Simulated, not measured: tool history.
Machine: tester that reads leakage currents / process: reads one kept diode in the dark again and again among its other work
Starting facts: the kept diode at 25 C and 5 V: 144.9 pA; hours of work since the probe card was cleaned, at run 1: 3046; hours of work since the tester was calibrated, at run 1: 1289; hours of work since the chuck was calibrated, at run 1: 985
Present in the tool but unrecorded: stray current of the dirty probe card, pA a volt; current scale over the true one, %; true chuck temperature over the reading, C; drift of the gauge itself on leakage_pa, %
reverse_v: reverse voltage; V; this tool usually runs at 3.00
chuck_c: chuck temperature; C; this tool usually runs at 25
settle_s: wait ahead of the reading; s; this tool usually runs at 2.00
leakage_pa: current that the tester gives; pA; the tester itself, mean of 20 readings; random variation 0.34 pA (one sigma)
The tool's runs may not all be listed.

run	hour	reverse_v	chuck_c	settle_s	hours of work since the probe card was cleaned	hours of work since the tester was calibrated	hours of work since the chuck was calibrated	leakage_pa
1	0.0	3.00	25	2.00	3046	1289	985	113.42
2	91.7	3.00	25	2.00	3093	1336	1032	113.49
3	161.5	3.00	31	2.00	3128	1371	1067	177.88
4	252.1	3.00	25	2.00	3174	1417	1113	113.06
5	342.9	3.00	25	2.00	3220	1464	1159	112.96
6	429.7	3.00	25	2.00	3264	1508	1203	112.78
7	514.1	3.00	25	2.00	3307	1551	1246	114.17
8	575.8	3.00	25	2.00	3338	1582	1277	113.54
9	627.7	3.00	25	2.00	3365	1608	1304	113.27
10	678.5	3.00	25	2.00	3391	1634	1330	114.29
11	741.0	1.14	25	2.00	3422	1666	1361	71.34
12	788.7	1.14	25	2.00	3447	1690	1386	71.18
13	846.5	1.14	25	2.00	3476	1719	1415	71.34
# hour 863.9: chuck's temperature calibrated
14	930.1	1.14	25	2.00	3517	1761	34	71.25
15	1020.8	1.14	25	0.77	3563	1807	80	71.82
16	1087.4	1.14	25	1.03	3597	1841	114	71.65
17	1140.2	2.34	58	2.00	3624	1868	140	987.58
18	1191.2	7.52	27	3.33	3650	1893	166	206.09
19	1293.1	5.19	24	1.47	3702	1945	218	137.20
20	1373.3	2.22	41	0.31	3742	1986	259	316.84
# hour 1434.4: probe card cleaned and baked
21	1445.5	2.22	41	0.31	6	2021	294	315.49
22	1514.6	2.10	29	1.13	41	2056	329	129.39
23	1566.3	2.80	33	0.53	67	2082	355	200.32

Run 24 is up next; what results do you expect?
24	1633.6	14.21	31	7.17	101	2117	389	?

leakage_pa: 376.53 pA
Minus the tool's unlogged condition, the same run would have read leakage_pa 376.73 pA.

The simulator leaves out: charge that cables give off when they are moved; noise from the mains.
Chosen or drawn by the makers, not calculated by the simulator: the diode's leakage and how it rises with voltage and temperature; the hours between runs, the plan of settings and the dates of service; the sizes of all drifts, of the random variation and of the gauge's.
